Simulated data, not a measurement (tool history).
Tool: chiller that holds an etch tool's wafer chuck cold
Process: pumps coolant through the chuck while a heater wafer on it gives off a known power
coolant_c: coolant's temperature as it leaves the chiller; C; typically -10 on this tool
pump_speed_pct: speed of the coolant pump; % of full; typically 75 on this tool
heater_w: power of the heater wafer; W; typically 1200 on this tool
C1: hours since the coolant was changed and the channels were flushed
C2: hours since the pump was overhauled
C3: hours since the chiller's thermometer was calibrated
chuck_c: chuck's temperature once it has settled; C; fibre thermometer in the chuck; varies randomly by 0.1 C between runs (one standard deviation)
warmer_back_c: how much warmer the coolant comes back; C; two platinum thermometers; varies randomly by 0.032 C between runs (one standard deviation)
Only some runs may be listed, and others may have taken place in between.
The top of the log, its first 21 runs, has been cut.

{"run": 22, "hour": 3404.3, "coolant_c": -10, "pump_speed_pct": 68, "heater_w": 898, "C1": 5825, "C2": 12224, "C3": 1502, "chuck_c": -1.9, "warmer_back_c": 3.16}
{"run": 23, "hour": 3592.5, "coolant_c": -10, "pump_speed_pct": 84, "heater_w": 1637, "C1": 6013, "C2": 12412, "C3": 1690, "chuck_c": 2.1, "warmer_back_c": 4.56}
{"run": 24, "hour": 3702.6, "coolant_c": -10, "pump_speed_pct": 75, "heater_w": 811, "C1": 6123, "C2": 12522, "C3": 1800, "chuck_c": -3.4, "warmer_back_c": 2.63}
{"run": 25, "hour": 3887.9, "coolant_c": -12, "pump_speed_pct": 75, "heater_w": 1200, "C1": 6308, "C2": 12707, "C3": 1986, "chuck_c": -2.0, "warmer_back_c": 3.74}
{"run": 26, "hour": 4036.8, "coolant_c": -17, "pump_speed_pct": 79, "heater_w": 901, "C1": 6457, "C2": 12856, "C3": 2134, "chuck_c": -9.8, "warmer_back_c": 2.68}
{"run": 27, "hour": 4240.8, "coolant_c": -8, "pump_speed_pct": 75, "heater_w": 1130, "C1": 6661, "C2": 13060, "C3": 2338, "chuck_c": 1.4, "warmer_back_c": 3.59}
{"run": 28, "hour": 4412.3, "coolant_c": -18, "pump_speed_pct": 76, "heater_w": 1751, "C1": 6833, "C2": 13232, "C3": 2510, "chuck_c": -3.9, "warmer_back_c": 5.54}
{"hour": 4515.8, "done": "chiller's thermometer calibrated"}
{"hour": 4536.0, "done": "coolant pump overhauled"}
{"run": 29, "hour": 4620.8, "coolant_c": -12, "pump_speed_pct": 83, "heater_w": 1200, "C1": 7035, "C2": 85, "C3": 100, "chuck_c": -3.1, "warmer_back_c": 3.37}
{"run": 30, "hour": 4764.0, "coolant_c": -19, "pump_speed_pct": 83, "heater_w": 748, "C1": 7178, "C2": 228, "C3": 243, "chuck_c": -13.3, "warmer_back_c": 2.07}
{"run": 31, "hour": 4966.8, "coolant_c": -8, "pump_speed_pct": 87, "heater_w": 748, "C1": 7381, "C2": 431, "C3": 446, "chuck_c": -2.7, "warmer_back_c": 1.98}

Here are 4 independent what-if runs from the current tool condition. What would each one return?
{"run": "A", "hour": 5094.3, "coolant_c": -7, "pump_speed_pct": 87, "heater_w": 748, "C1": 7509, "C2": 558, "C3": 574, "chuck_c": "?", "warmer_back_c": "?"}
{"run": "B", "hour": 5094.3, "coolant_c": -8, "pump_speed_pct": 87, "heater_w": 1154, "C1": 7509, "C2": 558, "C3": 574, "chuck_c": "?", "warmer_back_c": "?"}
{"run": "C", "hour": 5094.3, "coolant_c": -8, "pump_speed_pct": 87, "heater_w": 1385, "C1": 7509, "C2": 558, "C3": 574, "chuck_c": "?", "warmer_back_c": "?"}
{"run": "D", "hour": 5094.3, "coolant_c": -8, "pump_speed_pct": 68, "heater_w": 748, "C1": 7509, "C2": 558, "C3": 574, "chuck_c": "?", "warmer_back_c": "?"}

run=A chuck_c=-1.7 warmer_back_c=2.02
run=B chuck_c=0.2 warmer_back_c=3.09
run=C chuck_c=2.0 warmer_back_c=3.71
run=D chuck_c=-1.2 warmer_back_c=2.68
Had the tool no hidden state, the same runs would have come out as:
run=A chuck_c=-1.7 warmer_back_c=2.02
run=B chuck_c=0.1 warmer_back_c=3.09
run=C chuck_c=1.9 warmer_back_c=3.71
run=D chuck_c=-1.2 warmer_back_c=2.68

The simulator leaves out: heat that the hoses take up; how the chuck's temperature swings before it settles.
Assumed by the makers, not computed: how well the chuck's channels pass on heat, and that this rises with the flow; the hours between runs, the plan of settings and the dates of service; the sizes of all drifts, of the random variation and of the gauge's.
